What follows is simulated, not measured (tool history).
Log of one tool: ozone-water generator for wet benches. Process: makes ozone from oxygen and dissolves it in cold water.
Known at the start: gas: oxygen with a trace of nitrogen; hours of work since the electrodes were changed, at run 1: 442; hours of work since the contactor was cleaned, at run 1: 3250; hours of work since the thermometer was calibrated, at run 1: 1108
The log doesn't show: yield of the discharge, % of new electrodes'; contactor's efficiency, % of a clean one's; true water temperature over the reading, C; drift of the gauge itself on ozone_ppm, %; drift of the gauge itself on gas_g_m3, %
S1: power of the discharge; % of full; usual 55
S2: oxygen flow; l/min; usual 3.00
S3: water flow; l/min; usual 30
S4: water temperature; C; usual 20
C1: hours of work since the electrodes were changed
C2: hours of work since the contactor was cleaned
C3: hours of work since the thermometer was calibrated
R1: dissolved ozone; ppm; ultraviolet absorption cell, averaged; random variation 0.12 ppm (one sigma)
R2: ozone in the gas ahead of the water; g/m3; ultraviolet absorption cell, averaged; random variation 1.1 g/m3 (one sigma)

run,hour,S1,S2,S3,S4,C1,C2,C3,R1,R2
1,0.0,55,3.00,30,20,442,3250,1108,11.2,197.6
2,114.6,55,3.00,22,20,550,3357,1216,15.0,197.3
3,209.0,55,3.00,22,20,638,3446,1305,14.9,195.2
4,294.8,79,3.00,30,20,719,3527,1385,14.5,254.4
5,374.7,55,1.75,30,20,794,3602,1461,9.7,263.2
6,457.2,55,1.75,30,20,872,3679,1538,9.6,263.9
7,573.7,55,1.75,30,20,981,3789,1647,9.7,264.0
8,669.5,55,1.75,30,20,1071,3879,1738,9.6,262.8
9,737.8,55,3.00,30,20,1135,3943,1802,10.8,195.8
10,820.3,55,3.00,30,24,1213,4021,1879,10.7,194.7
11,894.9,55,3.00,25,20,1283,4091,1949,12.9,194.5
12,975.0,55,3.00,30,20,1358,4166,2025,10.9,193.6
13,1096.7,55,3.00,30,17,1473,4280,2139,11.0,193.1
14,1199.0,55,3.00,30,17,1569,4376,2235,10.9,193.4
15,1253.9,55,3.00,30,17,1620,4428,2287,10.9,192.6
16,1334.7,55,3.00,30,17,1696,4504,2363,10.9,193.5
17,1443.1,55,3.00,30,17,1798,4606,2464,10.7,189.3
18,1515.1,47,1.98,30,15,1866,4673,2532,8.8,215.5
19,1643.6,45,2.17,21,18,1986,4794,2653,12.5,198.1
20,1751.7,70,2.61,24,18,2088,4896,2754,15.5,242.3
21,1883.0,70,2.61,24,18,2211,5019,2878,15.2,241.3
22,1970.5,70,2.61,24,18,2294,5101,2960,15.1,241.9
23,2050.2,80,1.70,30,23,2369,5176,3035,11.5,337.1
24,2131.8,80,1.70,18,16,2445,5253,3112,20.4,334.7
25,2208.3,91,3.00,28,20,2517,5325,3183,15.5,264.1
26,2264.1,44,4.27,35,21,2569,5377,3236,8.0,132.3
# hour 2323.5: contactor cleaned
27,2323.5,89,3.78,34,21,2622,0,3288,13.9,230.5

Run 28 comes next. What will it give?
28,2377.2,54,3.00,30,15,2672,50,3338,?,?

{"run 28": {"R1": 11.6, "R2": 185.6}}
Without the tool's hidden state the same run would have given R1 12.3 ppm, R2 196.3 g/m3.
